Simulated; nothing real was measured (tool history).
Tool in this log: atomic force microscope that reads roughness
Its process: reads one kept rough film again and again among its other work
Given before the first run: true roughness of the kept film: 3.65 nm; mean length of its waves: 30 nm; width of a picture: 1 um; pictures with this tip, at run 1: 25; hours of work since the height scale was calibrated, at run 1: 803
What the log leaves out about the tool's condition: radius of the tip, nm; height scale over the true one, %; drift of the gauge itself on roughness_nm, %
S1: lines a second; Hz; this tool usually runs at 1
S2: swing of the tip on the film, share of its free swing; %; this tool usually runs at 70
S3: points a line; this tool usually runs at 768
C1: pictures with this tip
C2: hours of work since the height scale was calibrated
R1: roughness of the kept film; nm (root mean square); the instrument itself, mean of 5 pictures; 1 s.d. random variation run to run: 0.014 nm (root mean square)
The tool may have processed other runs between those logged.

| run | hour | S1 | S2 | S3 | C1 | C2 | R1 |
|---|---|---|---|---|---|---|---|
| 1 | 0 | 1 | 70 | 768 | 25 | 803 | 3.048 |
| 2 | 16.6 | 1 | 70 | 768 | 58 | 816 | 2.839 |
|  | 27 | new tip fitted |
| 3 | 29.4 | 1 | 70 | 768 | 4 | 825 | 3.23 |
| 4 | 47 | 1 | 70 | 768 | 39 | 839 | 2.997 |
| 5 | 58.8 | 1 | 70 | 768 | 62 | 848 | 2.872 |
|  | 66.8 | new tip fitted |
| 6 | 70.7 | 1 | 70 | 768 | 8 | 856 | 3.187 |
| 7 | 96.5 | 1 | 70 | 768 | 58 | 876 | 2.902 |
|  | 106.8 | new tip fitted |
| 8 | 118 | 1 | 70 | 768 | 22 | 892 | 3.103 |
| 9 | 142.9 | 1 | 70 | 768 | 71 | 911 | 2.848 |
|  | 147.1 | new tip fitted |
| 10 | 159.9 | 1 | 70 | 768 | 25 | 923 | 3.107 |
| 11 | 172.3 | 1 | 70 | 713 | 50 | 933 | 2.949 |
|  | 187.4 | new tip fitted |
| 12 | 188.1 | 1 | 70 | 768 | 1 | 944 | 3.252 |
| 13 | 211.5 | 1 | 70 | 768 | 47 | 962 | 2.952 |
|  | 228.3 | new tip fitted |
| 14 | 234.6 | 1 | 70 | 768 | 12 | 979 | 3.174 |
| 15 | 250.8 | 1 | 70 | 768 | 44 | 992 | 2.944 |
|  | 268.9 | new tip fitted |
| 16 | 271.4 | 0.67 | 70 | 768 | 5 | 1007 | 3.233 |
| 17 | 295.1 | 0.67 | 70 | 768 | 52 | 1025 | 2.947 |
| 18 | 306.3 | 0.67 | 70 | 768 | 74 | 1033 | 2.826 |
|  | 309.2 | new tip fitted |
| 19 | 319.9 | 0.67 | 70 | 768 | 21 | 1043 | 3.117 |
| 20 | 346 | 1 | 58 | 768 | 72 | 1063 | 2.857 |
|  | 348.6 | new tip fitted |
| 21 | 361.6 | 1 | 58 | 768 | 26 | 1075 | 3.142 |
|  | 387.8 | new tip fitted |
| 22 | 388.2 | 3.28 | 70 | 482 | 1 | 1094 | 3.086 |
| 23 | 413.7 | 1.62 | 56 | 482 | 51 | 1114 | 2.92 |
|  | 426.5 | new tip fitted |
| 24 | 430.8 | 1 | 68 | 562 | 8 | 1126 | 3.21 |
| 25 | 444.3 | 1 | 68 | 562 | 35 | 1137 | 3.018 |
|  | 467.2 | new tip fitted |
| 26 | 467.2 | 3.21 | 57 | 768 | 0 | 1154 | 3.204 |
| 27 | 491.1 | 3.21 | 57 | 768 | 47 | 1172 | 2.914 |
|  | 506.8 | new tip fitted |
| 28 | 517.8 | 1.01 | 60 | 305 | 21 | 1192 | 3.146 |
| 29 | 529.4 | 0.5 | 77 | 489 | 44 | 1200 | 3.009 |
|  | 531.9 | height scale calibrated on a step standard |
|  | 547.6 | new tip fitted |
| 30 | 548.3 | 3.09 | 68 | 511 | 1 | 12 | 3.134 |
| 31 | 573.8 | 1 | 65 | 274 | 52 | 31 | 2.947 |
|  | 587.4 | new tip fitted |
| 32 | 587.7 | 1 | 65 | 274 | 0 | 42 | 3.271 |
| 33 | 613.3 | 1 | 65 | 274 | 51 | 61 | 2.964 |
| 34 | 625.4 | 3.17 | 72 | 775 | 74 | 70 | 2.707 |
|  | 628.1 | new tip fitted |
| 35 | 640.5 | 3.17 | 76 | 956 | 24 | 81 | 2.907 |
| 36 | 651.8 | 3.17 | 76 | 956 | 47 | 90 | 2.741 |
| 37 | 663.8 | 3.17 | 76 | 956 | 70 | 99 | 2.621 |
|  | 667.1 | new tip fitted |
| 38 | 689.6 | 1 | 78 | 418 | 44 | 118 | 2.977 |
| 39 | 704.9 | 1 | 78 | 418 | 74 | 130 | 2.785 |

Measured less the same run without the tool's hidden state. The same run-to-run variation is in both; the gauge's scatter may not be:
| run | R1 |
|---|---|
| 1 | -0.238 |
| 2 | -0.432 |
| 3 | -0.061 |
| 4 | -0.299 |
| 5 | -0.431 |
| 6 | -0.092 |
| 7 | -0.384 |
| 8 | -0.177 |
| 9 | -0.446 |
| 10 | -0.205 |
| 11 | -0.352 |
| 12 | -0.048 |
| 13 | -0.354 |
| 14 | -0.113 |
| 15 | -0.334 |
| 16 | -0.101 |
| 17 | -0.374 |
| 18 | -0.491 |
| 19 | -0.203 |
| 20 | -0.491 |
| 21 | -0.203 |
| 22 | -0.047 |
| 23 | -0.387 |
| 24 | -0.093 |
| 25 | -0.287 |
| 26 | -0.057 |
| 27 | -0.333 |
| 28 | -0.168 |
| 29 | -0.299 |
| 30 | -0.014 |
| 31 | -0.333 |
| 32 | -0.006 |
| 33 | -0.318 |
| 34 | -0.425 |
| 35 | -0.164 |
| 36 | -0.315 |
| 37 | -0.436 |
| 38 | -0.262 |
| 39 | -0.451 |
